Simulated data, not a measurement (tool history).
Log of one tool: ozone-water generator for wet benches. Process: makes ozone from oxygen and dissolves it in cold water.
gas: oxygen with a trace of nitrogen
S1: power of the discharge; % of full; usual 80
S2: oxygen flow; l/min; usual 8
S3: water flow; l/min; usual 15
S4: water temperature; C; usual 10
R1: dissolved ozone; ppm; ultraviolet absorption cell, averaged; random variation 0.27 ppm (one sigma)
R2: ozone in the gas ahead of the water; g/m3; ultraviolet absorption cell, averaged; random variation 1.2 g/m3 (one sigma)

| run | day | S1 | S2 | S3 | S4 | R1 | R2 |
|---|---|---|---|---|---|---|---|
| 1 | 0 | 80 | 8 | 15 | 10 | 38.4 | 206.2 |
| 2 | 2.629 | 65 | 8 | 15 | 10 | 33.7 | 182.8 |
| 3 | 4.708 | 80 | 8 | 19 | 10 | 33.1 | 206.5 |
| 4 | 5.958 | 80 | 8 | 19 | 10 | 33.3 | 204 |
| 5 | 8.862 | 74 | 8 | 15 | 10 | 36.9 | 195 |
| 6 | 11.7 | 74 | 8 | 15 | 10 | 36 | 194 |
| 7 | 13.262 | 74 | 8 | 15 | 10 | 36.3 | 199.3 |
| 8 | 15.962 | 74 | 8 | 15 | 10 | 36.4 | 194.6 |
| 9 | 17.862 | 74 | 8 | 15 | 10 | 36.3 | 196.3 |
| 10 | 19.946 | 74 | 8 | 15 | 10 | 36 | 195.9 |
| 11 | 22.192 | 74 | 8 | 15 | 10 | 36.3 | 197.9 |
| 12 | 24.621 | 74 | 8 | 15 | 10 | 36.2 | 195.5 |
| 13 | 26.1 | 80 | 8 | 15 | 10 | 38.3 | 205.7 |
|  | 26.354 | water thermometer calibrated |
| 14 | 29.067 | 80 | 5.63 | 15 | 10 | 37.2 | 235.4 |
| 15 | 31.908 | 57 | 8 | 15 | 10 | 30.9 | 164.8 |
| 16 | 34.458 | 80 | 4.99 | 15 | 14 | 34.5 | 250.1 |
| 17 | 36.492 | 80 | 8.77 | 11 | 10 | 44.3 | 196.5 |
| 18 | 38.292 | 80 | 8.77 | 11 | 10 | 43.9 | 196.3 |
| 19 | 40.183 | 61 | 6.55 | 13 | 5 | 37.5 | 186.3 |
| 20 | 42.238 | 80 | 11.77 | 24 | 10 | 29.1 | 173.9 |
|  | 44.008 | water thermometer calibrated, once more |
| 21 | 44.438 | 80 | 11.77 | 18 | 10 | 34.2 | 174.4 |
| 22 | 46.092 | 46 | 7.29 | 11 | 5 | 34.3 | 149.4 |
| 23 | 47.5 | 46 | 7.29 | 11 | 5 | 34.5 | 148.6 |
| 24 | 49.558 | 46 | 7.29 | 11 | 5 | 34.3 | 151.1 |
| 25 | 51.338 | 46 | 7.29 | 11 | 5 | 34.5 | 150.2 |
| 26 | 53.846 | 80 | 8 | 10 | 9 | 46.8 | 203.7 |
| 27 | 56.662 | 80 | 8 | 15 | 6 | 40.7 | 204.3 |
| 28 | 58.029 | 80 | 8 | 15 | 6 | 40.7 | 202.3 |

5 ways to go on from here, each from the tool as it stands after run 28. What would each give?
| A | 60.083 | 80 | 10.89 | 15 | 6 | ? | ? |
| B | 60.083 | 80 | 12.74 | 15 | 10 | ? | ? |
| C | 60.083 | 80 | 8 | 15 | 10 | ? | ? |
| D | 60.083 | 80 | 8 | 15 | 12 | ? | ? |
| E | 60.083 | 80 | 8 | 15 | 6 | ? | ? |

| run | R1 | R2 |
|---|---|---|
| A | 40.9 | 177.1 |
| B | 36.8 | 168.9 |
| C | 37.2 | 201.9 |
| D | 35.9 | 204.8 |
| E | 39.9 | 205.2 |
Without the tool's hidden state the same runs would have given:
| run | R1 | R2 |
|---|---|---|
| A | 46 | 185 |
| B | 41.4 | 176.4 |
| C | 41.8 | 210.9 |
| D | 40.4 | 214 |
| E | 44.8 | 214.4 |

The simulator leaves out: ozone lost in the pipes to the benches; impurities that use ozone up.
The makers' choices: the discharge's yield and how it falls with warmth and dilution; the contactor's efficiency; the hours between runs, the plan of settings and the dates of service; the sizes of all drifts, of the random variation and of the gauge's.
